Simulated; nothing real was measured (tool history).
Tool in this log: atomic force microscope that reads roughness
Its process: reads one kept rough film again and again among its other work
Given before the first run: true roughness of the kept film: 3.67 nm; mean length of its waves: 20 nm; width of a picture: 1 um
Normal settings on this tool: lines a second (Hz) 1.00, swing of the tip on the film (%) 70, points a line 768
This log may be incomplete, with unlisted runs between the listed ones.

run,hour,lines a second (Hz),swing of the tip on the film (%),points a line,roughness of the kept film (nm (root mean square))
1,0.0,1.00,70,768,3.048
2,46.1,1.00,70,586,3.026
# hour 99.5: new tip fitted
3,100.4,1.00,70,768,3.047
4,143.2,1.00,70,768,3.060
5,191.7,1.00,70,768,3.031
# hour 196.0: new tip fitted
6,223.2,1.00,70,768,3.037
7,257.4,1.00,70,768,3.001
8,288.0,1.00,70,768,3.029
# hour 296.0: new tip fitted
9,334.5,1.00,70,601,2.996
10,364.6,1.00,70,768,3.009
# hour 393.5: new tip fitted
11,420.6,1.00,70,567,3.031
12,464.3,1.00,70,768,3.029
# hour 491.7: new tip fitted
13,507.9,1.00,70,768,3.029
14,548.9,1.00,70,768,3.012
15,572.1,1.00,79,768,2.998
# hour 589.4: new tip fitted
16,623.8,1.00,79,768,2.990
17,647.9,1.00,70,768,3.030
18,675.3,1.00,70,768,3.015
# hour 686.2: new tip fitted
19,727.8,1.00,70,400,3.010
20,759.4,1.00,70,400,2.982
# hour 782.5: new tip fitted
21,786.5,1.00,70,400,3.015
22,820.3,1.00,70,420,2.991
23,851.8,1.00,70,420,2.989
# hour 879.9: new tip fitted
24,899.5,1.00,70,420,3.009
25,936.9,1.00,70,420,2.994
# hour 976.0: new tip fitted
26,977.8,1.00,70,420,3.003
27,1029.7,1.00,70,768,3.036
# hour 1074.7: new tip fitted
28,1084.4,1.00,70,412,3.006
29,1118.5,1.98,70,753,2.949
# hour 1174.0: new tip fitted
30,1174.8,1.00,78,744,2.987
31,1211.2,0.58,60,464,3.052

Run 32, settings as shown, results not yet in. Your forecast:
32,1251.6,0.58,60,464,?

{"run 32": {"roughness of the kept film (nm (root mean square))": 3.028}}
If the tool had no hidden condition, the same run with the same run-to-run variation would have returned roughness of the kept film (nm (root mean square)) 3.032.

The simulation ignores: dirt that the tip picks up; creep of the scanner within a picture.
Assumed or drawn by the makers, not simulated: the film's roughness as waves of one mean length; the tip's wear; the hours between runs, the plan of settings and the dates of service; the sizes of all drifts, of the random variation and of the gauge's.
